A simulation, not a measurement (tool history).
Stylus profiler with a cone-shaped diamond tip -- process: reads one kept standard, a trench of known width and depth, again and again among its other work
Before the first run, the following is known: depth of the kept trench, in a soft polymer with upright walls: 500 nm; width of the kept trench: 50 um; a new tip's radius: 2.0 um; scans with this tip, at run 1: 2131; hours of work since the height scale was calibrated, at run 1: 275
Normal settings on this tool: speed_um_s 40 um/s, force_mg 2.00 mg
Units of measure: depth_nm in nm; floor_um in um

run   hour  speed_um_s  force_mg  scans with this tip  hours of work since the height scale was calibrated  depth_nm  floor_um
  1    0.0          40      2.00                 2131                                                  275    506.19     47.00
  2    9.0          40      2.00                 2175                                                  281    505.91     46.98
  3   23.9          11      2.00                 2247                                                  290    505.70     47.15
  4   32.8          40      2.00                 2291                                                  296    506.11     46.98
  5   50.8          40      2.00                 2379                                                  307    506.29     46.95
  6   66.2          16      2.00                 2454                                                  317    505.92     47.14
  7   84.7          16      2.00                 2545                                                  329    505.93     47.06
  8   98.4          40      2.00                 2612                                                  337    505.92     46.95
  9  116.3          40      2.00                 2699                                                  348    506.14     46.94
 10  132.7          40      2.00                 2779                                                  359    506.17     47.03
 11  143.9          40      2.00                 2834                                                  366    506.04     46.97
 12  158.6          40      2.00                 2906                                                  375    506.00     46.95
 13  170.3          40      2.00                 2963                                                  382    505.99     46.95
 14  183.6          40      2.00                 3027                                                  391    506.15     46.91
 15  201.2          77      2.00                 3114                                                  402    505.99     46.75
 16  216.1          77      2.00                 3187                                                  411    506.14     46.74
 17  232.1          77      2.00                 3264                                                  421    506.01     46.77
 18  241.4          77      2.00                 3310                                                  427    506.23     46.75
 19  261.7          77      2.00                 3409                                                  440    506.17     46.73
 20  275.5          11      2.00                 3477                                                  449    505.96     47.07
 21  287.8          11      1.31                 3537                                                  457    504.64     47.13
 22  304.7         113      4.85                 3620                                                  467    510.81     46.78
 23  318.2          58      4.85                 3685                                                  476    510.94     46.99
 24  337.5          27      0.96                 3779                                                  488    503.89     46.92
 25  353.7          30      0.78                 3859                                                  498    503.55     46.93
 26  372.2          30      1.40                 3949                                                  510    505.21     46.89
 27  392.9          26      1.32                 4050                                                  523    504.83     46.94
 28  404.0          89      3.27                 4105                                                  530    508.51     46.75
 29  416.6          43      5.61                 4166                                                  538    511.95     46.97
 30  431.5         123      0.93                 4239                                                  547    504.15     46.26
 31  448.9          57      1.92                 4324                                                  558    506.38     46.79
 32  459.8          47      3.74                 4377                                                  565    509.24     46.92
 33  470.5          75      2.17                 4429                                                  572    506.60     46.71
 34  490.7         111      1.16                 4528                                                  585    504.47     46.36
 35  508.1          85      1.19                 4613                                                  596    504.52     46.55
 36  517.0          85      1.19                 4656                                                  601    504.60     46.52
 37  528.9          85      1.19                 4714                                                  609    504.49     46.56

Below, some changes in depth_nm between adjacent runs. For each, the amount present without the hidden state too (settings, incoming material, random variation) and the amount remaining for the hidden state with gauge scatter not shared by both compared results:
The hidden state here: radius of the tip, um; height scale over the true one, %; drift of the gauge itself on depth_nm, %; drift of the gauge itself on floor_um, %.
Run 2 -> 3: speed_um_s 40 -> 11. depth_nm -0.21 nm: hidden state +0.02, all else -0.23.
Run 4 -> 5: nothing adjusted, nothing logged. depth_nm +0.18 nm: hidden state +0.02, all else +0.16.
Run 11 -> 12: nothing adjusted, nothing logged. depth_nm -0.04 nm: hidden state +0.02, all else -0.06.
Run 21 -> 22: speed_um_s 11 -> 113, force_mg 1.31 -> 4.85. depth_nm +6.17 nm: hidden state +0.01, all else +6.16.
Run 23 -> 24: speed_um_s 58 -> 27, force_mg 4.85 -> 0.96. depth_nm -7.05 nm: hidden state +0.01, all else -7.06.
Run 29 -> 30: speed_um_s 43 -> 123, force_mg 5.61 -> 0.93. depth_nm -7.80 nm: hidden state +0.01, all else -7.81.

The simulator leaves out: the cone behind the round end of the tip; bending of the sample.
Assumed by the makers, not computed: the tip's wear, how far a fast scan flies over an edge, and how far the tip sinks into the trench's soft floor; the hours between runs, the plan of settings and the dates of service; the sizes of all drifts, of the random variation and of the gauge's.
